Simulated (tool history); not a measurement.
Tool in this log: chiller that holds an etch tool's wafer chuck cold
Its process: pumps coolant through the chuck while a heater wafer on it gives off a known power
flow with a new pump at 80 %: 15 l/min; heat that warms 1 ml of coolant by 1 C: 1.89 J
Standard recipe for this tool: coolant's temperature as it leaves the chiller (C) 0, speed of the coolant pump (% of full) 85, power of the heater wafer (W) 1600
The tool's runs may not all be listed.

run   hour  coolant's temperature as it leaves the chiller (C)  speed of the coolant pump (% of full)  power of the heater wafer (W)  chuck's temperature once it has settled (C)  how much warmer the coolant comes back (C)
  1      0                                                   0                                     85                           1600                                           13                                        3.19
  2   39.4                                                   0                                     85                           1600                                         13.1                                         3.2
  3   80.4                                                   0                                     92                           1600                                         12.4                                        2.92
  4    117                                                   0                                     92                           1600                                         12.5                                        2.89
  5  146.7                                                   0                                     92                           1600                                         12.3                                        2.93
  6  188.8                                                  -9                                     85                           1600                                          3.8                                        3.08
  7    211                                                  -9                                     62                           1600                                          6.2                                        4.29
  8  233.3                                                   4                                     62                           1844                                         21.5                                        4.88
  9  262.5                                                   4                                     62                           1844                                         21.6                                        4.85
 10  294.4                                                   4                                     62                           1844                                         21.5                                        4.86
 11  338.7                                                 -10                                     85                           2035                                          6.5                                        3.96
 12  378.3                                                 -10                                     85                           2035                                          6.5                                        3.89

Alternative continuations, all from the tool just after run 12; predict every row:
  A  408.4                                                 -10                                     84                           1162                                            ?                                           ?
  B  408.4                                                   0                                     65                           1004                                            ?                                           ?
  C  408.4                                                   5                                     63                           1321                                            ?                                           ?
  D  408.4                                                  -8                                     85                           1289                                            ?                                           ?

run  chuck's temperature once it has settled (C)  how much warmer the coolant comes back (C)
  A                                         -0.5                                        2.15
  B                                          9.2                                        2.37
  C                                         17.3                                        3.34
  D                                          2.4                                        2.32
Stripped of hidden state, with their random variation kept, the same runs would have yielded:
run  chuck's temperature once it has settled (C)  how much warmer the coolant comes back (C)
  A                                         -0.5                                        2.35
  B                                          9.2                                        2.57
  C                                         17.3                                        3.54
  D                                          2.4                                        2.52

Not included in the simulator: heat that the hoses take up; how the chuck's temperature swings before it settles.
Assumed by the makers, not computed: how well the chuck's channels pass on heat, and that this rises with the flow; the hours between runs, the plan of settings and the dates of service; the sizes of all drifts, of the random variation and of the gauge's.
